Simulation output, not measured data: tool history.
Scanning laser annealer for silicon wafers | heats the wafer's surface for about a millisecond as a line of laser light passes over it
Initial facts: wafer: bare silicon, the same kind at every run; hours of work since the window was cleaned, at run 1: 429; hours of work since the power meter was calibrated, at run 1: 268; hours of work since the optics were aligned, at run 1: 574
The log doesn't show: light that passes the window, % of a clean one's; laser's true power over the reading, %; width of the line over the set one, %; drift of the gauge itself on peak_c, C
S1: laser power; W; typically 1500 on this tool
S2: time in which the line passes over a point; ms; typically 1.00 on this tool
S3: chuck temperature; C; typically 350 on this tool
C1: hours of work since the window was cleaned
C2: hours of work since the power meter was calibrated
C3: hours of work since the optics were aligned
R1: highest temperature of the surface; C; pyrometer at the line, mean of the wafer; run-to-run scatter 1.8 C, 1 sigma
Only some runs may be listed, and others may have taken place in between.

| run | hour | S1 | S2 | S3 | C1 | C2 | C3 | R1 |
|---|---|---|---|---|---|---|---|---|
| 1 | 0.0 | 1500 | 1.00 | 350 | 429 | 268 | 574 | 1055 |
| 2 | 12.4 | 1500 | 1.00 | 350 | 437 | 276 | 582 | 1056 |
| 3 | 21.7 | 1500 | 1.00 | 350 | 443 | 282 | 588 | 1057 |
| 4 | 35.5 | 1500 | 1.00 | 346 | 451 | 291 | 597 | 1050 |
| 5 | 44.1 | 1315 | 1.00 | 346 | 457 | 296 | 602 | 934 |
| 6 | 57.7 | 1315 | 1.00 | 346 | 465 | 305 | 611 | 941 |
| 7 | 72.9 | 1315 | 1.00 | 346 | 475 | 315 | 620 | 933 |
| 8 | 85.0 | 1315 | 1.00 | 346 | 483 | 322 | 628 | 935 |
| 9 | 95.9 | 1500 | 1.00 | 350 | 490 | 329 | 635 | 1054 |
| 10 | 108.8 | 1500 | 1.00 | 342 | 498 | 337 | 643 | 1045 |
| 11 | 123.8 | 1500 | 1.00 | 342 | 507 | 347 | 653 | 1048 |
| 12 | 138.6 | 1500 | 1.00 | 342 | 517 | 356 | 662 | 1043 |
| 13 | 147.7 | 1500 | 1.00 | 342 | 522 | 362 | 668 | 1046 |
| 14 | 157.2 | 1381 | 1.17 | 350 | 528 | 368 | 674 | 1028 |
| 15 | 169.9 | 1294 | 0.74 | 350 | 537 | 376 | 682 | 850 |
| 16 | 181.8 | 1294 | 0.74 | 350 | 544 | 384 | 689 | 848 |
| 17 | 195.2 | 1457 | 1.21 | 350 | 553 | 392 | 698 | 1084 |
| 18 | 203.9 | 1457 | 1.21 | 350 | 558 | 398 | 703 | 1087 |
| 19 | 216.2 | 1406 | 1.06 | 366 | 566 | 405 | 711 | 1030 |
| 20 | 226.1 | 1406 | 1.06 | 366 | 572 | 412 | 718 | 1027 |
| 21 | 239.2 | 1406 | 1.06 | 366 | 580 | 420 | 726 | 1025 |
|  | 245.4 | window over the wafer cleaned |
| 22 | 251.0 | 1500 | 0.74 | 350 | 4 | 426 | 732 | 977 |
| 23 | 266.3 | 1382 | 0.88 | 349 | 13 | 436 | 742 | 960 |

Forecast each of these 3 alternatives for the next run:
| A | 279.8 | 1382 | 1.18 | 349 | 22 | 445 | 750 | ? |
| B | 279.8 | 1602 | 0.94 | 333 | 22 | 445 | 750 | ? |
| C | 279.8 | 1500 | 0.71 | 350 | 22 | 445 | 750 | ? |

| run | R1 |
|---|---|
| A | 1048 |
| B | 1098 |
| C | 967 |
What these runs would have given with no unlogged condition in the tool:
| run | R1 |
|---|---|
| A | 1057 |
| B | 1108 |
| C | 976 |
